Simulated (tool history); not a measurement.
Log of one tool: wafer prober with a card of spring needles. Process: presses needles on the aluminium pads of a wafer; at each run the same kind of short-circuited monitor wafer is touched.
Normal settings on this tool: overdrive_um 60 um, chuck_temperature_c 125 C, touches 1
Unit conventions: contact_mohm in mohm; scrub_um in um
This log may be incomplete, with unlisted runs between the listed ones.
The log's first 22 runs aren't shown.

run   hour  overdrive_um  chuck_temperature_c  touches  touches since the tips were cleaned  cleanings since the card got new needles  touches since the first contact's height was set  contact_mohm  scrub_um
     335.3  -- tips cleaned on abrasive film
 23  339.2            78                   36        2                                 2846                                        48                                             59779           124     19.48
     346.0  -- tips cleaned on abrasive film
 24  353.7            66                   50        3                                 5561                                        49                                             70164           128     16.44
     356.9  -- tips cleaned on abrasive film
 25  365.4            60                  125        1                                 6153                                        50                                             78586           142     14.95
     367.4  -- tips cleaned on abrasive film
     379.0  -- tips cleaned on abrasive film
 26  379.0            42                   48        2                                    0                                        52                                             88266           134     10.43
     389.4  -- tips cleaned on abrasive film
 27  393.7            52                   45        2                                 3121                                        53                                             98823           128     12.88
     399.3  -- tips cleaned on abrasive film
 28  407.2            50                  103        1                                 5765                                        54                                            108530           140     12.37
     409.2  -- tips cleaned on abrasive film
     419.2  -- tips cleaned on abrasive film
 29  425.5            52                  125        2                                 4558                                        56                                            121566           143     12.87
     429.2  -- tips cleaned on abrasive film
     439.5  -- tips cleaned on abrasive film
 30  442.3            58                  120        1                                 1998                                        58                                            133562           139     14.32

Alternative continuations, all from the tool just after run 30; predict every row:
     450.2  -- tips cleaned on abrasive film
  A  457.0            65                   76        2                                 4929                                        59                                            144170             ?         ?
     450.2  -- tips cleaned on abrasive film
  B  457.0            43                   85        1                                 4929                                        59                                            144170             ?         ?
     450.2  -- tips cleaned on abrasive film
  C  457.0            51                   35        2                                 4929                                        59                                            144170             ?         ?
     450.2  -- tips cleaned on abrasive film
  D  457.0            57                   81        1                                 4929                                        59                                            144170             ?         ?

run  contact_mohm  scrub_um
  A           132     16.01
  B           142     10.60
  C           128     12.56
  D           136     14.05
Stripped of hidden state, with their random variation kept, the same runs would have yielded:
run  contact_mohm  scrub_um
  A           132     16.40
  B           141     10.85
  C           128     12.86
  D           135     14.39
